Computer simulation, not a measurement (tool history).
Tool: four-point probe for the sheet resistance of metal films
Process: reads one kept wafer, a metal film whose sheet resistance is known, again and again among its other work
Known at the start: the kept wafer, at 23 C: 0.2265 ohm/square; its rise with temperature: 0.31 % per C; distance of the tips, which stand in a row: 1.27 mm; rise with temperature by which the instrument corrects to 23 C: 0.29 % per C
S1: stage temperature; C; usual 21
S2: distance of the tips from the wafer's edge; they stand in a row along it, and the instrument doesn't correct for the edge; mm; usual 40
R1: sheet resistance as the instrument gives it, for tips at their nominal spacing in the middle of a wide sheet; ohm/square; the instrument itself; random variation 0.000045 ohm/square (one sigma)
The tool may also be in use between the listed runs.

Run 1, hour 0: usual settings. Result: R1 0.226661 ohm/square.
Run 2, hour 37.5: usual settings. Result: R1 0.226548 ohm/square.
Run 3, hour 74.5: usual settings but S1 35 C. Result: R1 0.227341 ohm/square.
Run 4, hour 109.7: usual settings but S1 35 C. Result: R1 0.227285 ohm/square.
Run 5, hour 148.5: usual settings. Result: R1 0.226476 ohm/square.
Run 6, hour 188.2: usual settings. Result: R1 0.226462 ohm/square.
Run 7, hour 233.4: usual settings. Result: R1 0.226404 ohm/square.
Run 8, hour 279.5: usual settings. Result: R1 0.226449 ohm/square.
Run 9, hour 308.7: usual settings. Result: R1 0.226395 ohm/square.
Run 10, hour 348.9: usual settings. Result: R1 0.226424 ohm/square.
Run 11, hour 395.8: usual settings but S2 49 mm. Result: R1 0.226359 ohm/square.
Run 12, hour 427.5: usual settings but S2 49 mm. Result: R1 0.226295 ohm/square.
Run 13, hour 470.1: usual settings but S1 27 C, S2 49 mm. Result: R1 0.226615 ohm/square.
Run 14, hour 498.6: usual settings but S1 23 C, S2 22 mm. Result: R1 0.226699 ohm/square.

Forecast run 15:
Run 15, hour 534.4: usual settings but S1 18 C, S2 6 mm. Result: R1 ?.

{"run 15": {"R1": 0.231317}}
Without the tool's hidden state the same run would have given R1 0.231537 ohm/square.
